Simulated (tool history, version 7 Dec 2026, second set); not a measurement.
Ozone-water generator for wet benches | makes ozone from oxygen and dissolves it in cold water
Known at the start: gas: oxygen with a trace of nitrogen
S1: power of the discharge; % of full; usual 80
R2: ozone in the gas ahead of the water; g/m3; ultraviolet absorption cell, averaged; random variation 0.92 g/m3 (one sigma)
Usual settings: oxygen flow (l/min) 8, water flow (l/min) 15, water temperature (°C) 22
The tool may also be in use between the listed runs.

{"run": 1, "hour": 0.0, "S1": 80, "oxygen flow (l/min)": 8, "water flow (l/min)": 15, "water temperature (°C)": 22, "dissolved ozone (ppm)": 22.3, "R2": 149.6}
{"run": 2, "hour": 31.6, "S1": 80, "oxygen flow (l/min)": 8, "water flow (l/min)": 15, "water temperature (°C)": 22, "dissolved ozone (ppm)": 22.3, "R2": 150.3}
{"run": 3, "hour": 79.2, "S1": 80, "oxygen flow (l/min)": 8, "water flow (l/min)": 15, "water temperature (°C)": 22, "dissolved ozone (ppm)": 22.5, "R2": 148.1}
{"run": 4, "hour": 123.7, "S1": 80, "oxygen flow (l/min)": 8, "water flow (l/min)": 15, "water temperature (°C)": 22, "dissolved ozone (ppm)": 22.6, "R2": 149.2}
{"hour": 166.1, "done": "water thermometer calibrated"}
{"run": 5, "hour": 183.5, "S1": 64, "oxygen flow (l/min)": 8, "water flow (l/min)": 15, "water temperature (°C)": 22, "dissolved ozone (ppm)": 19.2, "R2": 126.4}
{"run": 6, "hour": 212.6, "S1": 64, "oxygen flow (l/min)": 8, "water flow (l/min)": 15, "water temperature (°C)": 22, "dissolved ozone (ppm)": 18.9, "R2": 125.9}
{"run": 7, "hour": 263.4, "S1": 64, "oxygen flow (l/min)": 8, "water flow (l/min)": 15, "water temperature (°C)": 22, "dissolved ozone (ppm)": 19.5, "R2": 127.1}
{"run": 8, "hour": 305.0, "S1": 64, "oxygen flow (l/min)": 8, "water flow (l/min)": 15, "water temperature (°C)": 22, "dissolved ozone (ppm)": 19.1, "R2": 125.4}
{"run": 9, "hour": 348.5, "S1": 80, "oxygen flow (l/min)": 8, "water flow (l/min)": 15, "water temperature (°C)": 22, "dissolved ozone (ppm)": 22.3, "R2": 147.8}
{"run": 10, "hour": 416.6, "S1": 80, "oxygen flow (l/min)": 8, "water flow (l/min)": 15, "water temperature (°C)": 22, "dissolved ozone (ppm)": 22.2, "R2": 148.3}
{"run": 11, "hour": 456.4, "S1": 80, "oxygen flow (l/min)": 8, "water flow (l/min)": 15, "water temperature (°C)": 22, "dissolved ozone (ppm)": 22.3, "R2": 147.9}
{"run": 12, "hour": 516.8, "S1": 80, "oxygen flow (l/min)": 8, "water flow (l/min)": 15, "water temperature (°C)": 22, "dissolved ozone (ppm)": 22.4, "R2": 147.1}
{"run": 13, "hour": 551.1, "S1": 80, "oxygen flow (l/min)": 8, "water flow (l/min)": 15, "water temperature (°C)": 22, "dissolved ozone (ppm)": 22.1, "R2": 147}
{"hour": 558.9, "done": "contactor cleaned"}
{"run": 14, "hour": 623.5, "S1": 80, "oxygen flow (l/min)": 8, "water flow (l/min)": 15, "water temperature (°C)": 22, "dissolved ozone (ppm)": 22.1, "R2": 148.2}
{"hour": 685.1, "done": "contactor cleaned, once more"}
{"run": 15, "hour": 687.3, "S1": 80, "oxygen flow (l/min)": 8, "water flow (l/min)": 15, "water temperature (°C)": 22, "dissolved ozone (ppm)": 22.9, "R2": 145}
{"run": 16, "hour": 737.4, "S1": 80, "oxygen flow (l/min)": 8, "water flow (l/min)": 15, "water temperature (°C)": 22, "dissolved ozone (ppm)": 22.9, "R2": 147.2}
{"run": 17, "hour": 773.8, "S1": 80, "oxygen flow (l/min)": 8, "water flow (l/min)": 15, "water temperature (°C)": 22, "dissolved ozone (ppm)": 22.5, "R2": 146.9}
{"run": 18, "hour": 811.5, "S1": 80, "oxygen flow (l/min)": 8, "water flow (l/min)": 15, "water temperature (°C)": 22, "dissolved ozone (ppm)": 22.7, "R2": 147.4}
{"run": 19, "hour": 842.4, "S1": 56, "oxygen flow (l/min)": 8, "water flow (l/min)": 15, "water temperature (°C)": 22, "dissolved ozone (ppm)": 17.6, "R2": 113.9}
{"run": 20, "hour": 878.0, "S1": 98, "oxygen flow (l/min)": 8, "water flow (l/min)": 15, "water temperature (°C)": 16, "dissolved ozone (ppm)": 29.7, "R2": 168.5}
{"run": 21, "hour": 942.9, "S1": 98, "oxygen flow (l/min)": 8, "water flow (l/min)": 15, "water temperature (°C)": 16, "dissolved ozone (ppm)": 29.3, "R2": 168.1}
{"run": 22, "hour": 975.4, "S1": 78, "oxygen flow (l/min)": 8, "water flow (l/min)": 21, "water temperature (°C)": 25, "dissolved ozone (ppm)": 17.2, "R2": 144.2}
{"run": 23, "hour": 1003.8, "S1": 78, "oxygen flow (l/min)": 6.24, "water flow (l/min)": 21, "water temperature (°C)": 25, "dissolved ozone (ppm)": 18, "R2": 167.6}
{"run": 24, "hour": 1033.5, "S1": 78, "oxygen flow (l/min)": 6.24, "water flow (l/min)": 21, "water temperature (°C)": 25, "dissolved ozone (ppm)": 17.5, "R2": 165.4}
{"run": 25, "hour": 1077.9, "S1": 89, "oxygen flow (l/min)": 8, "water flow (l/min)": 17, "water temperature (°C)": 26, "dissolved ozone (ppm)": 20.8, "R2": 155.6}
{"run": 26, "hour": 1142.1, "S1": 94, "oxygen flow (l/min)": 5.3, "water flow (l/min)": 22, "water temperature (°C)": 18, "dissolved ozone (ppm)": 22.3, "R2": 213.4}
{"run": 27, "hour": 1190.3, "S1": 94, "oxygen flow (l/min)": 5.3, "water flow (l/min)": 22, "water temperature (°C)": 18, "dissolved ozone (ppm)": 22, "R2": 213.3}
{"run": 28, "hour": 1251.3, "S1": 94, "oxygen flow (l/min)": 5.3, "water flow (l/min)": 22, "water temperature (°C)": 18, "dissolved ozone (ppm)": 22.4, "R2": 211.7}
{"run": 29, "hour": 1296.7, "S1": 94, "oxygen flow (l/min)": 5.3, "water flow (l/min)": 22, "water temperature (°C)": 18, "dissolved ozone (ppm)": 22.2, "R2": 210.4}
{"run": 30, "hour": 1348.2, "S1": 80, "oxygen flow (l/min)": 8, "water flow (l/min)": 14, "water temperature (°C)": 22, "dissolved ozone (ppm)": 23.1, "R2": 146.7}
{"run": 31, "hour": 1393.2, "S1": 80, "oxygen flow (l/min)": 8, "water flow (l/min)": 14, "water temperature (°C)": 22, "dissolved ozone (ppm)": 23.1, "R2": 146.5}
{"run": 32, "hour": 1423.9, "S1": 80, "oxygen flow (l/min)": 8, "water flow (l/min)": 14, "water temperature (°C)": 22, "dissolved ozone (ppm)": 23.4, "R2": 144.6}

4 ways to go on from here, each from the tool as it stands after run 32. What would each give?
{"run": "A", "hour": 1455.6, "S1": 85, "oxygen flow (l/min)": 10.24, "water flow (l/min)": 15, "water temperature (°C)": 22, "dissolved ozone (ppm)": "?", "R2": "?"}
{"run": "B", "hour": 1455.6, "S1": 47, "oxygen flow (l/min)": 8, "water flow (l/min)": 14, "water temperature (°C)": 21, "dissolved ozone (ppm)": "?", "R2": "?"}
{"run": "C", "hour": 1455.6, "S1": 93, "oxygen flow (l/min)": 4.89, "water flow (l/min)": 20, "water temperature (°C)": 22, "dissolved ozone (ppm)": "?", "R2": "?"}
{"run": "D", "hour": 1455.6, "S1": 80, "oxygen flow (l/min)": 8, "water flow (l/min)": 14, "water temperature (°C)": 26, "dissolved ozone (ppm)": "?", "R2": "?"}

run=A dissolved_ozone_(ppm)=21.6 R2=128.8
run=B dissolved_ozone_(ppm)=16.5 R2=100.7
run=C dissolved_ozone_(ppm)=22.6 R2=219.8
run=D dissolved_ozone_(ppm)=21.4 R2=145
Without the tool's hidden state the same runs would have given:
run=A dissolved_ozone_(ppm)=23.2 R2=137.6
run=B dissolved_ozone_(ppm)=17.3 R2=105
run=C dissolved_ozone_(ppm)=24.3 R2=235.7
run=D dissolved_ozone_(ppm)=22.9 R2=154.4
